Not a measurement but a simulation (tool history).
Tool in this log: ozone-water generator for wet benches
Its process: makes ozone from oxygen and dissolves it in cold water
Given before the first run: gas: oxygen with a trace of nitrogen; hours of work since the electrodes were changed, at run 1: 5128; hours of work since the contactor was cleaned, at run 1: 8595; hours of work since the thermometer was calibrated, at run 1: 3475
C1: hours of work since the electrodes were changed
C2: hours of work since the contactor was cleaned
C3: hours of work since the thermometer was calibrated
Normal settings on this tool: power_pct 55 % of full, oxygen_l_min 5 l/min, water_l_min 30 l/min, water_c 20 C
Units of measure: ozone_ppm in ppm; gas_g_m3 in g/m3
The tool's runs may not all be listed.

run 1 day=0 | power_pct=55 oxygen_l_min=5 water_l_min=30 water_c=20 | C1=5128 C2=8595 C3=3475 | ozone_ppm=14.3 gas_g_m3=198.9
run 2 day=5.779 | power_pct=55 oxygen_l_min=5 water_l_min=30 water_c=14 | C1=5253 C2=8721 C3=3600 | ozone_ppm=15.4 gas_g_m3=199.5
run 3 day=10.679 | power_pct=55 oxygen_l_min=5 water_l_min=30 water_c=14 | C1=5359 C2=8827 C3=3706 | ozone_ppm=15.3 gas_g_m3=197.3
-- day=11.808 water thermometer calibrated
run 4 day=15.188 | power_pct=55 oxygen_l_min=5 water_l_min=30 water_c=20 | C1=5456 C2=8924 C3=73 | ozone_ppm=14.3 gas_g_m3=197.3
run 5 day=19.5 | power_pct=55 oxygen_l_min=5 water_l_min=30 water_c=20 | C1=5550 C2=9017 C3=167 | ozone_ppm=14.2 gas_g_m3=196.5
run 6 day=25.054 | power_pct=55 oxygen_l_min=5 water_l_min=30 water_c=20 | C1=5670 C2=9138 C3=287 | ozone_ppm=14.3 gas_g_m3=196.6
run 7 day=31.458 | power_pct=55 oxygen_l_min=5 water_l_min=30 water_c=20 | C1=5809 C2=9276 C3=426 | ozone_ppm=14.2 gas_g_m3=196.4
run 8 day=38.571 | power_pct=55 oxygen_l_min=5 water_l_min=30 water_c=20 | C1=5963 C2=9430 C3=580 | ozone_ppm=14.2 gas_g_m3=194.2
run 9 day=45.096 | power_pct=55 oxygen_l_min=5 water_l_min=30 water_c=20 | C1=6104 C2=9572 C3=721 | ozone_ppm=14.3 gas_g_m3=195.4
run 10 day=48.217 | power_pct=55 oxygen_l_min=5 water_l_min=30 water_c=18 | C1=6172 C2=9639 C3=789 | ozone_ppm=14.6 gas_g_m3=195.3
run 11 day=54.383 | power_pct=55 oxygen_l_min=5 water_l_min=30 water_c=20 | C1=6305 C2=9773 C3=922 | ozone_ppm=14.2 gas_g_m3=194.2
run 12 day=60.817 | power_pct=55 oxygen_l_min=5 water_l_min=30 water_c=20 | C1=6445 C2=9912 C3=1062 | ozone_ppm=14.2 gas_g_m3=196.9
run 13 day=64.258 | power_pct=55 oxygen_l_min=6.36 water_l_min=30 water_c=20 | C1=6519 C2=9987 C3=1136 | ozone_ppm=14.7 gas_g_m3=175.7
run 14 day=70.871 | power_pct=50 oxygen_l_min=6.36 water_l_min=30 water_c=20 | C1=6663 C2=10130 C3=1279 | ozone_ppm=13.5 gas_g_m3=164
run 15 day=76.471 | power_pct=50 oxygen_l_min=6.36 water_l_min=30 water_c=20 | C1=6784 C2=10251 C3=1401 | ozone_ppm=13.8 gas_g_m3=162.8
-- day=79.933 contactor cleaned
run 16 day=83.171 | power_pct=50 oxygen_l_min=6.36 water_l_min=30 water_c=20 | C1=6926 C2=70 C3=1542 | ozone_ppm=15.2 gas_g_m3=163.6
run 17 day=88.4 | power_pct=54 oxygen_l_min=7.51 water_l_min=43 water_c=21 | C1=7039 C2=183 C3=1656 | ozone_ppm=11.5 gas_g_m3=159.2
run 18 day=91.721 | power_pct=56 oxygen_l_min=4.02 water_l_min=35 water_c=14 | C1=7111 C2=255 C3=1727 | ozone_ppm=13.6 gas_g_m3=216.9
run 19 day=95.092 | power_pct=43 oxygen_l_min=5 water_l_min=30 water_c=16 | C1=7184 C2=328 C3=1800 | ozone_ppm=13.5 gas_g_m3=162.2
run 20 day=98.65 | power_pct=48 oxygen_l_min=6 water_l_min=19 water_c=16 | C1=7261 C2=405 C3=1878 | ozone_ppm=22.3 gas_g_m3=162.7
run 21 day=101.996 | power_pct=95 oxygen_l_min=3.96 water_l_min=35 water_c=12 | C1=7333 C2=478 C3=1950 | ozone_ppm=20.2 gas_g_m3=321.2
run 22 day=109.454 | power_pct=53 oxygen_l_min=3.68 water_l_min=43 water_c=19 | C1=7495 C2=640 C3=2112 | ozone_ppm=9.5 gas_g_m3=215.1
run 23 day=114.279 | power_pct=55 oxygen_l_min=7.61 water_l_min=23 water_c=20 | C1=7599 C2=744 C3=2216 | ozone_ppm=20.2 gas_g_m3=160.5
run 24 day=118.088 | power_pct=55 oxygen_l_min=7.61 water_l_min=43 water_c=12 | C1=7682 C2=826 C3=2299 | ozone_ppm=12.9 gas_g_m3=157.9
run 25 day=123.067 | power_pct=55 oxygen_l_min=7.61 water_l_min=43 water_c=12 | C1=7790 C2=934 C3=2407 | ozone_ppm=12.7 gas_g_m3=160.5
run 26 day=126.446 | power_pct=88 oxygen_l_min=2.67 water_l_min=22 water_c=14 | C1=7863 C2=1008 C3=2480 | ozone_ppm=26.7 gas_g_m3=360
run 27 day=133.075 | power_pct=58 oxygen_l_min=5.39 water_l_min=27 water_c=17 | C1=8006 C2=1151 C3=2623 | ozone_ppm=18.3 gas_g_m3=194.7
run 28 day=136.488 | power_pct=52 oxygen_l_min=5 water_l_min=31 water_c=14 | C1=8080 C2=1225 C3=2697 | ozone_ppm=15.1 gas_g_m3=183.3
run 29 day=142.708 | power_pct=52 oxygen_l_min=5 water_l_min=31 water_c=14 | C1=8215 C2=1360 C3=2832 | ozone_ppm=15 gas_g_m3=184.3
run 30 day=149.946 | power_pct=52 oxygen_l_min=5 water_l_min=31 water_c=14 | C1=8372 C2=1517 C3=2989 | ozone_ppm=14.6 gas_g_m3=181.9
run 31 day=154.229 | power_pct=52 oxygen_l_min=2.99 water_l_min=31 water_c=14 | C1=8465 C2=1609 C3=3082 | ozone_ppm=12.8 gas_g_m3=228.8
run 32 day=161.188 | power_pct=52 oxygen_l_min=2.99 water_l_min=31 water_c=14 | C1=8615 C2=1760 C3=3232 | ozone_ppm=13.1 gas_g_m3=227.4

5 options for the next run, each taken on its own from the tool as it stands now. Forecast them:
run A day=164.817 | power_pct=55 oxygen_l_min=3.12 water_l_min=23 water_c=21 | C1=8694 C2=1839 C3=3311 | ozone_ppm=? gas_g_m3=?
run B day=164.817 | power_pct=55 oxygen_l_min=5 water_l_min=38 water_c=20 | C1=8694 C2=1839 C3=3311 | ozone_ppm=? gas_g_m3=?
run C day=164.817 | power_pct=55 oxygen_l_min=5 water_l_min=26 water_c=20 | C1=8694 C2=1839 C3=3311 | ozone_ppm=? gas_g_m3=?
run D day=164.817 | power_pct=52 oxygen_l_min=2.99 water_l_min=25 water_c=14 | C1=8694 C2=1839 C3=3311 | ozone_ppm=? gas_g_m3=?
run E day=164.817 | power_pct=67 oxygen_l_min=2.99 water_l_min=31 water_c=14 | C1=8694 C2=1839 C3=3311 | ozone_ppm=? gas_g_m3=?

run=A ozone_ppm=17.4 gas_g_m3=233.3
run=B ozone_ppm=12 gas_g_m3=190.8
run=C ozone_ppm=17 gas_g_m3=190
run=D ozone_ppm=16.2 gas_g_m3=227.8
run=E ozone_ppm=15.2 gas_g_m3=272.3
The same runs, with their run-to-run variation unchanged, on a tool lacking any hidden condition would have given:
run=A ozone_ppm=19.4 gas_g_m3=254.9
run=B ozone_ppm=13.4 gas_g_m3=208.5
run=C ozone_ppm=19 gas_g_m3=207.7
run=D ozone_ppm=17.9 gas_g_m3=247.8
run=E ozone_ppm=17.3 gas_g_m3=302.8
